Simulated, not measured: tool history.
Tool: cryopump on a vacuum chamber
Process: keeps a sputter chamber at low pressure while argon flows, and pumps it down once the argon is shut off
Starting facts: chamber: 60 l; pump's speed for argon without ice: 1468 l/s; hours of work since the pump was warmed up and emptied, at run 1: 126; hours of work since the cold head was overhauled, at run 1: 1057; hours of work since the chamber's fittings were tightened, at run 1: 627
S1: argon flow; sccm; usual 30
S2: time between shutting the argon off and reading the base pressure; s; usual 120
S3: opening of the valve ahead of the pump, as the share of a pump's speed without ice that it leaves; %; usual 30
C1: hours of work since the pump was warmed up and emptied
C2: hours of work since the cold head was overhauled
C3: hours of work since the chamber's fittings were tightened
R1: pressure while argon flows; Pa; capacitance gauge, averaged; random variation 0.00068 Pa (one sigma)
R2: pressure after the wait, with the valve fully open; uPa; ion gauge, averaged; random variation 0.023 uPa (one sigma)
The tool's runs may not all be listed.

run,day,S1,S2,S3,C1,C2,C3,R1,R2
1,0.000,30,120,30,126,1057,627,0.1164,1.84
2,1.150,30,120,30,141,1073,643,0.1179,1.84
3,3.167,30,120,30,169,1101,671,0.1167,1.88
4,5.479,30,120,30,201,1133,703,0.1166,2.03
5,6.975,30,120,30,222,1154,724,0.1172,2.05
6,8.225,30,120,36,239,1171,741,0.0985,2.10
7,9.696,30,190,30,260,1191,761,0.1167,1.96
8,12.108,30,190,30,293,1225,795,0.1169,1.99
9,14.054,30,190,30,320,1252,822,0.1182,2.05
10,16.317,30,190,43,351,1283,853,0.0849,2.12
11,18.471,30,190,43,381,1313,883,0.0843,2.17
12,21.071,30,190,43,417,1349,919,0.0856,2.32
13,23.717,30,190,43,454,1385,955,0.0851,2.35
14,25.425,30,190,43,477,1409,979,0.0848,2.47
15,27.421,30,190,43,505,1437,1006,0.0847,2.55
16,29.050,30,47,30,528,1459,1029,0.1207,3.70
17,30.946,30,20,30,554,1485,1055,0.1218,5.43
18,33.021,58,120,30,582,1514,1084,0.2326,2.91
19,34.371,13,41,30,601,1533,1103,0.0530,4.08
20,35.692,13,41,30,619,1551,1121,0.0533,4.11
21,36.825,33,78,22,635,1567,1137,0.1796,3.23
22,39.042,21,160,22,666,1597,1167,0.1140,3.04
23,40.633,40,120,40,688,1619,1189,0.1238,3.16
24,42.333,60,24,30,711,1643,1213,0.2449,5.42
25,44.096,59,52,30,736,1667,1237,0.2387,4.15
26,45.662,22,274,30,757,1689,1259,0.0897,3.15
27,47.100,22,274,30,777,1709,1279,0.0914,3.18
28,48.550,22,274,30,797,1729,1299,0.0894,3.24
29,50.412,22,274,30,823,1755,1325,0.0911,3.31
30,51.550,30,22,31,839,1770,1340,0.1213,6.10
31,53.917,30,22,31,872,1803,1373,0.1208,6.17
32,55.846,18,79,45,898,1830,1400,0.0515,4.04
# day 57.454: pump warmed up, emptied and cooled again
33,58.142,18,79,45,10,1859,1429,0.0460,3.44
34,59.629,18,79,45,30,1879,1449,0.0459,3.54
35,61.375,18,79,45,54,1904,1473,0.0468,3.57

Describe how what the log doesn't record of the tool's condition differs between the last listed run preceding each entry between runs and the first listed run following it.
After run 32, before run 33: pump warmed up, emptied and cooled again (day 57.454)
  pump's speed, % of a pump's without ice: 78.9 -> 99.6; cold plate's temperature, K: 12.57 -> 12.58; leak into the chamber, uPa l/s: 3788 -> 3858
  what was measured, less what the result would be without the hidden state, R1: +0.0059 -> +0.0003 Pa; R2: +3.09 -> +2.43 uPa
